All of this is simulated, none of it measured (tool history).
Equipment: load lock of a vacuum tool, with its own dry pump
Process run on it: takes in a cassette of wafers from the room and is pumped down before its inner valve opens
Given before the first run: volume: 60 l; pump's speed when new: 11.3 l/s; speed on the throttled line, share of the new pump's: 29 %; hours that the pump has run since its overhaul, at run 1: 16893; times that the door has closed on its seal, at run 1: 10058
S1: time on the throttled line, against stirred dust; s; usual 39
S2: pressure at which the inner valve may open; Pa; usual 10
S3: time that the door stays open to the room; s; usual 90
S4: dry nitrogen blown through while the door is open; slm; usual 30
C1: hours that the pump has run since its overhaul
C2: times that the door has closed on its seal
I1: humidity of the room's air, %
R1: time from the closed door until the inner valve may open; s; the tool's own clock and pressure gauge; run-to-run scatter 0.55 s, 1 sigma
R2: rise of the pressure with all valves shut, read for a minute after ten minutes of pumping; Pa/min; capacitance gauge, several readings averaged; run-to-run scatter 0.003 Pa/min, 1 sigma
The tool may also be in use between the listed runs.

{"run": 1, "hour": 0.0, "S1": 39, "S2": 10, "S3": 90, "S4": 30, "C1": 16893, "C2": 10058, "I1": 46.7, "R1": 83.7, "R2": 0.053}
{"run": 2, "hour": 57.6, "S1": 39, "S2": 10, "S3": 90, "S4": 30, "C1": 16950, "C2": 10181, "I1": 46.2, "R1": 83.8, "R2": 0.055}
{"run": 3, "hour": 141.7, "S1": 39, "S2": 10, "S3": 90, "S4": 30, "C1": 17034, "C2": 10359, "I1": 44.9, "R1": 83.9, "R2": 0.053}
{"run": 4, "hour": 196.4, "S1": 39, "S2": 10, "S3": 90, "S4": 30, "C1": 17089, "C2": 10476, "I1": 50.7, "R1": 84, "R2": 0.054}
{"run": 5, "hour": 300.3, "S1": 39, "S2": 10, "S3": 35, "S4": 30, "C1": 17193, "C2": 10696, "I1": 42.8, "R1": 84.9, "R2": 0.043}
{"run": 6, "hour": 390.0, "S1": 39, "S2": 10, "S3": 90, "S4": 30, "C1": 17283, "C2": 10887, "I1": 47.5, "R1": 84.9, "R2": 0.058}
{"run": 7, "hour": 503.8, "S1": 39, "S2": 10, "S3": 90, "S4": 30, "C1": 17397, "C2": 11129, "I1": 43.5, "R1": 84.9, "R2": 0.051}
{"run": 8, "hour": 605.0, "S1": 39, "S2": 10, "S3": 90, "S4": 30, "C1": 17498, "C2": 11344, "I1": 43.5, "R1": 85.3, "R2": 0.058}
{"run": 9, "hour": 668.2, "S1": 39, "S2": 10, "S3": 90, "S4": 30, "C1": 17561, "C2": 11479, "I1": 46.9, "R1": 84.1, "R2": 0.06}
{"run": 10, "hour": 732.8, "S1": 39, "S2": 10, "S3": 90, "S4": 30, "C1": 17626, "C2": 11616, "I1": 46.9, "R1": 83.7, "R2": 0.059}
{"run": 11, "hour": 854.5, "S1": 39, "S2": 10, "S3": 90, "S4": 10, "C1": 17747, "C2": 11874, "I1": 45.4, "R1": 84.7, "R2": 0.079}
{"run": 12, "hour": 914.5, "S1": 39, "S2": 10, "S3": 90, "S4": 30, "C1": 17807, "C2": 12002, "I1": 45.3, "R1": 84.2, "R2": 0.054}
{"run": 13, "hour": 996.9, "S1": 39, "S2": 10, "S3": 90, "S4": 30, "C1": 17890, "C2": 12177, "I1": 48.5, "R1": 85.4, "R2": 0.055}
{"run": 14, "hour": 1069.4, "S1": 39, "S2": 18, "S3": 90, "S4": 4, "C1": 17962, "C2": 12331, "I1": 47.1, "R1": 81.1, "R2": 0.099}
{"run": 15, "hour": 1154.5, "S1": 54, "S2": 10, "S3": 90, "S4": 43, "C1": 18047, "C2": 12512, "I1": 45.1, "R1": 94.8, "R2": 0.058}
{"run": 16, "hour": 1238.1, "S1": 54, "S2": 10, "S3": 90, "S4": 43, "C1": 18131, "C2": 12690, "I1": 46, "R1": 94.8, "R2": 0.056}
{"run": 17, "hour": 1318.5, "S1": 39, "S2": 18, "S3": 57, "S4": 4, "C1": 18211, "C2": 12861, "I1": 44.9, "R1": 80.6, "R2": 0.085}
{"run": 18, "hour": 1384.8, "S1": 39, "S2": 18, "S3": 140, "S4": 4, "C1": 18278, "C2": 13001, "I1": 45.2, "R1": 81.1, "R2": 0.117}
{"run": 19, "hour": 1466.7, "S1": 39, "S2": 18, "S3": 140, "S4": 4, "C1": 18359, "C2": 13176, "I1": 42.1, "R1": 81, "R2": 0.117}
{"run": 20, "hour": 1525.8, "S1": 39, "S2": 18, "S3": 140, "S4": 4, "C1": 18419, "C2": 13301, "I1": 43, "R1": 81.1, "R2": 0.118}
{"run": 21, "hour": 1583.0, "S1": 34, "S2": 10, "S3": 90, "S4": 42, "C1": 18476, "C2": 13423, "I1": 40.1, "R1": 82, "R2": 0.055}
{"run": 22, "hour": 1684.9, "S1": 34, "S2": 10, "S3": 90, "S4": 42, "C1": 18578, "C2": 13639, "I1": 41, "R1": 81.4, "R2": 0.057}
{"run": 23, "hour": 1755.1, "S1": 52, "S2": 14, "S3": 61, "S4": 35, "C1": 18648, "C2": 13789, "I1": 43.8, "R1": 92.3, "R2": 0.062}
{"run": 24, "hour": 1850.6, "S1": 52, "S2": 14, "S3": 61, "S4": 35, "C1": 18743, "C2": 13992, "I1": 49.3, "R1": 91.3, "R2": 0.054}
{"run": 25, "hour": 1946.6, "S1": 52, "S2": 14, "S3": 61, "S4": 35, "C1": 18839, "C2": 14196, "I1": 43.7, "R1": 91.5, "R2": 0.057}

Branching from run 25: 4 alternative next runs. What would each branch give?
{"run": "A", "hour": 2035.4, "S1": 39, "S2": 10, "S3": 60, "S4": 6, "C1": 18928, "C2": 14384, "I1": 49.5, "R1": "?", "R2": "?"}
{"run": "B", "hour": 2035.4, "S1": 53, "S2": 10, "S3": 90, "S4": 30, "C1": 18928, "C2": 14384, "I1": 44.7, "R1": "?", "R2": "?"}
{"run": "C", "hour": 2035.4, "S1": 32, "S2": 7, "S3": 56, "S4": 35, "C1": 18928, "C2": 14384, "I1": 45.5, "R1": "?", "R2": "?"}
{"run": "D", "hour": 2035.4, "S1": 39, "S2": 10, "S3": 64, "S4": 30, "C1": 18928, "C2": 14384, "I1": 44.1, "R1": "?", "R2": "?"}

run=A R1=85.4 R2=0.101
run=B R1=93.8 R2=0.07
run=C R1=82.6 R2=0.066
run=D R1=85.8 R2=0.061
What these runs would have given with no unlogged condition in the tool:
run=A R1=77.2 R2=0.054
run=B R1=86.6 R2=0.024
run=C R1=73.7 R2=0.02
run=D R1=77.6 R2=0.016

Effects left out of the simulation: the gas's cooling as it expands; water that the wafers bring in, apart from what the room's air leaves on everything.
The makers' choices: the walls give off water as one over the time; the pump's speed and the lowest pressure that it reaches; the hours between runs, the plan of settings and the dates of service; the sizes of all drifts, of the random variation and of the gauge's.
